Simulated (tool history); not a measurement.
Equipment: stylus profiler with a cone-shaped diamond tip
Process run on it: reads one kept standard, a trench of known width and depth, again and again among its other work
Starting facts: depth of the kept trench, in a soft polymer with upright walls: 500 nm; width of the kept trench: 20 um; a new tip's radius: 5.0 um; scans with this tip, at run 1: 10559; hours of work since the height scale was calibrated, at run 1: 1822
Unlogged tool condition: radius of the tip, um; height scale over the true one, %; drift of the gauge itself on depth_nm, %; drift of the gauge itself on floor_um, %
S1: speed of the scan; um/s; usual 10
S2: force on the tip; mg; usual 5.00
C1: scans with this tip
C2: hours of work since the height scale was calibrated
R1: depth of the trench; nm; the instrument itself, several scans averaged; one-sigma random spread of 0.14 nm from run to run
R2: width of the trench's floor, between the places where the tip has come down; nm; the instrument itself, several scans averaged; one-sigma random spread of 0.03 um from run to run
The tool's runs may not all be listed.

| run | day | S1 | S2 | C1 | C2 | R1 | R2 |
|---|---|---|---|---|---|---|---|
| 1 | 0.000 | 10 | 5.00 | 10559 | 1822 | 516.74 | 12480 |
| 2 | 0.938 | 5 | 5.00 | 10623 | 1833 | 516.61 | 12390 |
| 3 | 1.496 | 5 | 5.00 | 10660 | 1840 | 517.06 | 12440 |
|  | 1.904 | new tip fitted, height scale calibrated |
| 4 | 2.596 | 5 | 1.90 | 47 | 8 | 507.44 | 15670 |
| 5 | 3.312 | 10 | 2.60 | 95 | 16 | 509.34 | 15590 |
| 6 | 4.029 | 10 | 3.38 | 144 | 25 | 510.68 | 15560 |
| 7 | 4.850 | 2 | 5.00 | 199 | 34 | 513.88 | 15600 |
| 8 | 5.571 | 2 | 5.00 | 248 | 43 | 514.02 | 15570 |
| 9 | 6.338 | 2 | 5.00 | 300 | 52 | 513.96 | 15500 |
| 10 | 6.929 | 2 | 7.07 | 340 | 59 | 517.84 | 15540 |
| 11 | 7.862 | 2 | 7.07 | 403 | 70 | 517.74 | 15450 |
| 12 | 8.421 | 2 | 7.07 | 440 | 76 | 517.81 | 15480 |
| 13 | 9.175 | 10 | 5.00 | 492 | 85 | 514.02 | 15430 |
| 14 | 10.021 | 10 | 7.56 | 549 | 95 | 518.34 | 15400 |
| 15 | 10.933 | 10 | 7.56 | 610 | 105 | 518.73 | 15370 |
| 16 | 11.962 | 10 | 14.97 | 680 | 117 | 529.50 | 15370 |
| 17 | 12.871 | 6 | 14.97 | 741 | 128 | 529.58 | 15310 |
| 18 | 13.488 | 10 | 5.00 | 783 | 135 | 513.94 | 15290 |
| 19 | 14.517 | 10 | 5.00 | 853 | 147 | 514.27 | 15250 |
| 20 | 15.129 | 17 | 5.00 | 894 | 154 | 514.15 | 15220 |
| 21 | 16.038 | 17 | 5.00 | 955 | 165 | 514.44 | 15270 |
| 22 | 16.871 | 17 | 5.00 | 1012 | 175 | 514.36 | 15120 |
| 23 | 17.704 | 7 | 5.09 | 1068 | 184 | 514.25 | 15160 |
| 24 | 18.525 | 7 | 2.76 | 1123 | 194 | 509.62 | 15170 |
| 25 | 19.567 | 16 | 2.55 | 1194 | 206 | 509.33 | 15100 |
| 26 | 20.292 | 3 | 2.55 | 1243 | 214 | 509.31 | 15150 |
| 27 | 21.162 | 4 | 1.77 | 1302 | 225 | 507.37 | 15160 |
| 28 | 22.079 | 10 | 1.77 | 1364 | 235 | 507.24 | 15070 |
| 29 | 22.962 | 6 | 4.68 | 1423 | 246 | 513.66 | 15120 |
| 30 | 23.533 | 6 | 4.68 | 1462 | 252 | 513.81 | 15090 |
| 31 | 24.088 | 5 | 10.29 | 1499 | 259 | 522.94 | 15090 |
| 32 | 24.667 | 40 | 5.21 | 1539 | 266 | 514.86 | 14940 |
| 33 | 25.329 | 23 | 3.60 | 1583 | 273 | 511.40 | 14970 |
| 34 | 26.225 | 7 | 5.42 | 1644 | 284 | 515.06 | 15000 |
| 35 | 26.846 | 7 | 5.42 | 1686 | 291 | 515.05 | 14950 |
| 36 | 27.271 | 3 | 2.96 | 1715 | 296 | 510.49 | 14970 |
| 37 | 28.088 | 32 | 8.58 | 1770 | 305 | 520.48 | 14940 |
| 38 | 28.821 | 4 | 4.14 | 1819 | 314 | 512.85 | 14930 |
| 39 | 29.683 | 4 | 4.14 | 1878 | 324 | 512.97 | 14970 |
| 40 | 30.658 | 3 | 9.60 | 1944 | 335 | 522.25 | 14880 |
| 41 | 31.262 | 3 | 9.60 | 1984 | 342 | 521.95 | 14870 |
| 42 | 32.125 | 3 | 5.17 | 2043 | 352 | 515.16 | 14900 |
| 43 | 33.042 | 3 | 5.17 | 2104 | 363 | 514.92 | 14900 |

3 options for the next run, each taken on its own from the tool as it stands now. Forecast them:
| A | 33.912 | 6 | 5.17 | 2163 | 373 | ? | ? |
| B | 33.912 | 24 | 3.12 | 2163 | 373 | ? | ? |
| C | 33.912 | 17 | 12.58 | 2163 | 373 | ? | ? |

| run | R1 | R2 |
|---|---|---|
| A | 515.00 | 14790 |
| B | 510.84 | 14830 |
| C | 526.45 | 14790 |
Had the tool no hidden state, the same runs would have come out as:
| run | R1 | R2 |
|---|---|---|
| A | 514.47 | 15610 |
| B | 510.31 | 15650 |
| C | 525.91 | 15620 |
